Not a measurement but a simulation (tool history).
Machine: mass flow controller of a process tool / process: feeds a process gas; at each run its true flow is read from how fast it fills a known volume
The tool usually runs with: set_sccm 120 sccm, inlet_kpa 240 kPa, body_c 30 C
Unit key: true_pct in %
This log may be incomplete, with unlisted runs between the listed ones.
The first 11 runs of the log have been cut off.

run    hour  set_sccm  inlet_kpa  body_c  hours of work since the controller was set to zero  hours of work since the controller was changed  true_pct
 12   958.5       120        231      30                                                2230                                            2230     99.98
 13  1056.6       120        240      30                                                2282                                            2282    100.07
 14  1112.9       120        240      30                                                2312                                            2312    100.12
 15  1176.1       120        240      30                                                2345                                            2345     99.97
 16  1260.1       120        240      20                                                2390                                            2390     99.43
 17  1366.1        88        240      23                                                2446                                            2446     99.28
 18  1458.4       149        170      39                                                2495                                            2495    100.36
 19  1568.4       149        170      39                                                2554                                            2554    100.39
 20  1634.3        85        271      29                                                2589                                            2589    100.05
 21  1748.2        52        245      39                                                2649                                            2649    100.37
 22  1803.6       171        278      30                                                2679                                            2679    100.76
 23  1868.8       120        159      30                                                2713                                            2713     99.46
 24  1952.2       120        240      30                                                2757                                            2757    100.28
 25  2006.1       130        178      30                                                2786                                            2786     99.74
 26  2097.9       130        178      30                                                2835                                            2835     99.80
 27  2202.9        73        153      38                                                2891                                            2891     99.56
 28  2257.1        53        176      33                                                2919                                            2919     99.42
 29  2361.1       157        236      21                                                2975                                            2975     99.77

Estimate the outcome of run 30 from the log above:
 30  2411.2       104        186      30                                                3001                                            3001         ?

{"run 30": {"true_pct": 99.57}}
With no hidden state in the tool, this same run would have given true_pct 99.56 %.
